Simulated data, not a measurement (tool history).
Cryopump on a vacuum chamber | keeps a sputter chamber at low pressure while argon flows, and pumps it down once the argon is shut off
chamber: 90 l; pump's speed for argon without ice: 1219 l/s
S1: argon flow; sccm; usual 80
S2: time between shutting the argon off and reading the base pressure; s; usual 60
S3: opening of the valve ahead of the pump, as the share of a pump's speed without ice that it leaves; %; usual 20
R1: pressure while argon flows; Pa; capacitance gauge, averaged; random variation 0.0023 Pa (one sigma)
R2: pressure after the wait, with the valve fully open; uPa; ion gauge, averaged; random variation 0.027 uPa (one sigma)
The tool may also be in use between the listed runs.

| run | hour | S1 | S2 | S3 | R1 | R2 |
|---|---|---|---|---|---|---|
| 1 | 0 | 80 | 60 | 20 | 0.5565 | 3.02 |
| 2 | 31.5 | 80 | 60 | 34 | 0.33 | 3.03 |
| 3 | 54.7 | 80 | 60 | 20 | 0.5552 | 3.15 |
| 4 | 79.8 | 80 | 60 | 58 | 0.1947 | 3.05 |
| 5 | 100.2 | 80 | 60 | 20 | 0.5587 | 3.07 |
| 6 | 148 | 80 | 44 | 20 | 0.5599 | 3.49 |
| 7 | 195.2 | 80 | 44 | 20 | 0.5588 | 3.66 |
| 8 | 238.9 | 80 | 60 | 22 | 0.5088 | 3.21 |
| 9 | 274.6 | 80 | 60 | 22 | 0.5129 | 3.24 |
| 10 | 319 | 80 | 60 | 22 | 0.5101 | 3.39 |
| 11 | 351.1 | 80 | 21 | 20 | 0.5597 | 5.22 |
| 12 | 381.5 | 80 | 21 | 20 | 0.5589 | 5.17 |
| 13 | 404.3 | 80 | 21 | 20 | 0.5614 | 5.07 |
| 14 | 440.7 | 80 | 21 | 20 | 0.5615 | 5.2 |
| 15 | 482.2 | 80 | 60 | 20 | 0.5597 | 3.48 |
| 16 | 511 | 80 | 60 | 20 | 0.56 | 3.49 |

The next listed run, before its measurement:
| 17 | 556.9 | 80 | 60 | 20 | ? | ? |

R1: 0.5641 Pa
R2: 3.61 uPa
Without the tool's hidden state the same run would have given R1 0.5547 Pa, R2 1.17 uPa.
